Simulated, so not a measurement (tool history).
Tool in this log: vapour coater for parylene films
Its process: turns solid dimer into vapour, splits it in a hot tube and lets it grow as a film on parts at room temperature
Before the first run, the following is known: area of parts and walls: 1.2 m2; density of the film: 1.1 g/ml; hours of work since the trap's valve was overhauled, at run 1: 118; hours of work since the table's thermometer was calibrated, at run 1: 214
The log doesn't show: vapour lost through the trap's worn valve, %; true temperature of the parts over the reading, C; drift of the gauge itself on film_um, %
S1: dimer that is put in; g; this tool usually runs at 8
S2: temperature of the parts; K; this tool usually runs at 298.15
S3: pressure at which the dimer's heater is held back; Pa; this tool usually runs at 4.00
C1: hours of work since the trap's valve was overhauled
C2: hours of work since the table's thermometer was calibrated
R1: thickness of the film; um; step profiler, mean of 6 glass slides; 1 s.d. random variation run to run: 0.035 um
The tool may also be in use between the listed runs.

run	day	S1	S2	S3	C1	C2	R1
1	0.000	8	298.15	4.00	118	214	3.74
2	1.050	8	298.15	3.89	133	229	3.68
3	2.025	5	298.15	4.00	148	243	2.27
4	2.754	5	298.15	4.00	158	254	2.31
5	3.521	5	298.15	4.00	169	265	2.33
6	4.517	8	298.15	4.00	184	279	3.72
7	5.083	8	298.15	4.00	192	287	3.65
8	6.062	8	298.15	4.00	206	302	3.62
9	7.029	8	298.15	4.00	220	316	3.59
10	8.088	8	298.15	4.00	235	331	3.60
11	9.312	8	298.15	4.00	253	349	3.59
12	10.475	8	298.15	4.00	270	365	3.65
13	11.425	8	298.15	4.00	284	379	3.61
14	12.700	8	291.15	4.00	302	398	4.09
15	13.846	8	291.15	4.00	319	414	4.07
# day 13.983: table's thermometer calibrated
16	14.942	5	291.15	3.15	334	14	2.68
17	16.138	5	292.15	5.87	351	31	2.31
18	16.767	8	310.15	4.00	360	40	2.79
# day 18.033: table's thermometer calibrated, once more
19	18.033	8	310.15	4.00	378	0	2.76
20	18.642	7	294.15	2.71	387	9	3.54
21	19.412	8	297.15	5.60	398	20	3.37
22	20.329	7	304.15	2.34	411	33	2.98
23	21.217	3	303.15	4.00	424	46	1.19
24	21.767	9	303.15	4.00	432	54	3.54
25	22.996	8	298.15	8.68	450	72	2.96
26	23.892	8	298.15	8.68	463	85	3.00
27	24.700	8	298.15	7.05	475	96	3.11
28	25.550	8	298.15	7.05	487	109	3.04

4 ways to go on from here, each from the tool as it stands after run 28. What would each give?
A	26.529	4	298.15	4.00	501	123	?
B	26.529	4	298.15	6.28	501	123	?
C	26.529	3	307.15	4.00	501	123	?
D	26.529	4	292.15	2.01	501	123	?

run	R1
A	1.69
B	1.58
C	1.04
D	2.19
Without the tool's hidden state the same runs would have given:
run	R1
A	1.93
B	1.80
C	1.19
D	2.50

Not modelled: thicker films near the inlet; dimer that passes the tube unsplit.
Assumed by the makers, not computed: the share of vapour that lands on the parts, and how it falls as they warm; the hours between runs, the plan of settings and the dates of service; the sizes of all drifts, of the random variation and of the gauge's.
